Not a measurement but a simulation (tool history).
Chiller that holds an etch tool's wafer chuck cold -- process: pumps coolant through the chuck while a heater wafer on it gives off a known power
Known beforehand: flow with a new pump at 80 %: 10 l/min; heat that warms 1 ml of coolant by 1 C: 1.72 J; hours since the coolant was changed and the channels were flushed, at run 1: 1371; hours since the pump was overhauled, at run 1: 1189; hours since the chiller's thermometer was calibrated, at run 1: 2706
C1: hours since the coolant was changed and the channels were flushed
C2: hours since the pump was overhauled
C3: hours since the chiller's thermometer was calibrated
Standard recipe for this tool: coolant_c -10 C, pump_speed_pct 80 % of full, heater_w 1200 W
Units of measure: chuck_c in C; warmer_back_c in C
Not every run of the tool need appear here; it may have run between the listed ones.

run 1 hour=0 | coolant_c=-10 pump_speed_pct=80 heater_w=1200 | C1=1371 C2=1189 C3=2706 | chuck_c=0.2 warmer_back_c=4.33
run 2 hour=42.4 | coolant_c=-10 pump_speed_pct=68 heater_w=1200 | C1=1414 C2=1231 C3=2749 | chuck_c=1.2 warmer_back_c=5.24
run 3 hour=72.9 | coolant_c=-10 pump_speed_pct=68 heater_w=1200 | C1=1444 C2=1262 C3=2779 | chuck_c=1.3 warmer_back_c=5.27
run 4 hour=133.1 | coolant_c=-10 pump_speed_pct=98 heater_w=1200 | C1=1504 C2=1322 C3=2839 | chuck_c=-1.4 warmer_back_c=3.45
run 5 hour=187.5 | coolant_c=-10 pump_speed_pct=98 heater_w=1200 | C1=1559 C2=1376 C3=2894 | chuck_c=-1.1 warmer_back_c=3.42
run 6 hour=219.1 | coolant_c=-10 pump_speed_pct=98 heater_w=1200 | C1=1590 C2=1408 C3=2925 | chuck_c=-1 warmer_back_c=3.46
run 7 hour=273.2 | coolant_c=-10 pump_speed_pct=98 heater_w=1200 | C1=1644 C2=1462 C3=2979 | chuck_c=-1.3 warmer_back_c=3.52
run 8 hour=309.5 | coolant_c=-10 pump_speed_pct=74 heater_w=1200 | C1=1681 C2=1498 C3=3016 | chuck_c=0.6 warmer_back_c=4.79
run 9 hour=366.3 | coolant_c=-10 pump_speed_pct=80 heater_w=1673 | C1=1737 C2=1555 C3=3072 | chuck_c=4.4 warmer_back_c=6.11
run 10 hour=406.8 | coolant_c=-10 pump_speed_pct=80 heater_w=1673 | C1=1778 C2=1596 C3=3113 | chuck_c=4.4 warmer_back_c=6.16
run 11 hour=433.5 | coolant_c=-10 pump_speed_pct=80 heater_w=1673 | C1=1805 C2=1622 C3=3140 | chuck_c=4.6 warmer_back_c=6.2
run 12 hour=484.1 | coolant_c=-15 pump_speed_pct=80 heater_w=1079 | C1=1855 C2=1673 C3=3190 | chuck_c=-5.9 warmer_back_c=4.01
-- hour=494.6 coolant pump overhauled
run 13 hour=527.2 | coolant_c=-10 pump_speed_pct=80 heater_w=828 | C1=1893 C2=33 C3=3228 | chuck_c=-3 warmer_back_c=3.15
run 14 hour=551.9 | coolant_c=-14 pump_speed_pct=72 heater_w=914 | C1=1918 C2=57 C3=3253 | chuck_c=-5.7 warmer_back_c=3.95
run 15 hour=597.8 | coolant_c=-10 pump_speed_pct=70 heater_w=637 | C1=1964 C2=103 C3=3299 | chuck_c=-4.4 warmer_back_c=2.85
-- hour=622.7 coolant pump overhauled, once more
run 16 hour=659.7 | coolant_c=-17 pump_speed_pct=80 heater_w=1200 | C1=2021 C2=37 C3=3356 | chuck_c=-7.1 warmer_back_c=4.13
run 17 hour=708.9 | coolant_c=-11 pump_speed_pct=80 heater_w=862 | C1=2070 C2=86 C3=3405 | chuck_c=-4.2 warmer_back_c=3.03
run 18 hour=756 | coolant_c=-11 pump_speed_pct=80 heater_w=862 | C1=2117 C2=133 C3=3452 | chuck_c=-4.2 warmer_back_c=3.04
run 19 hour=800.7 | coolant_c=-11 pump_speed_pct=80 heater_w=862 | C1=2162 C2=178 C3=3497 | chuck_c=-4.1 warmer_back_c=3
-- hour=836.3 chiller's thermometer calibrated
run 20 hour=843.2 | coolant_c=-11 pump_speed_pct=80 heater_w=862 | C1=2203 C2=220 C3=7 | chuck_c=-3.3 warmer_back_c=3
run 21 hour=873 | coolant_c=-11 pump_speed_pct=80 heater_w=862 | C1=2233 C2=249 C3=37 | chuck_c=-3.2 warmer_back_c=3.05
run 22 hour=911.9 | coolant_c=-18 pump_speed_pct=74 heater_w=688 | C1=2272 C2=288 C3=76 | chuck_c=-11.3 warmer_back_c=2.69

Consider 5 possible next runs. They are alternatives, not a sequence: every one starts from the tool as it was left by run 22. What does each give?
run A hour=959.2 | coolant_c=-10 pump_speed_pct=80 heater_w=608 | C1=2319 C2=336 C3=123 | chuck_c=? warmer_back_c=?
run B hour=959.2 | coolant_c=-3 pump_speed_pct=80 heater_w=1484 | C1=2319 C2=336 C3=123 | chuck_c=? warmer_back_c=?
run C hour=959.2 | coolant_c=-10 pump_speed_pct=75 heater_w=1200 | C1=2319 C2=336 C3=123 | chuck_c=? warmer_back_c=?
run D hour=959.2 | coolant_c=-7 pump_speed_pct=80 heater_w=608 | C1=2319 C2=336 C3=123 | chuck_c=? warmer_back_c=?
run E hour=959.2 | coolant_c=-18 pump_speed_pct=68 heater_w=807 | C1=2319 C2=336 C3=123 | chuck_c=? warmer_back_c=?

run=A chuck_c=-4.5 warmer_back_c=2.1
run=B chuck_c=10.4 warmer_back_c=5.22
run=C chuck_c=1.4 warmer_back_c=4.54
run=D chuck_c=-1.6 warmer_back_c=2.15
run=E chuck_c=-9.8 warmer_back_c=3.35
Without the tool's hidden state the same runs would have given:
run=A chuck_c=-5 warmer_back_c=2.08
run=B chuck_c=9.2 warmer_back_c=5.16
run=C chuck_c=0.5 warmer_back_c=4.49
run=D chuck_c=-2.1 warmer_back_c=2.13
run=E chuck_c=-10.5 warmer_back_c=3.32
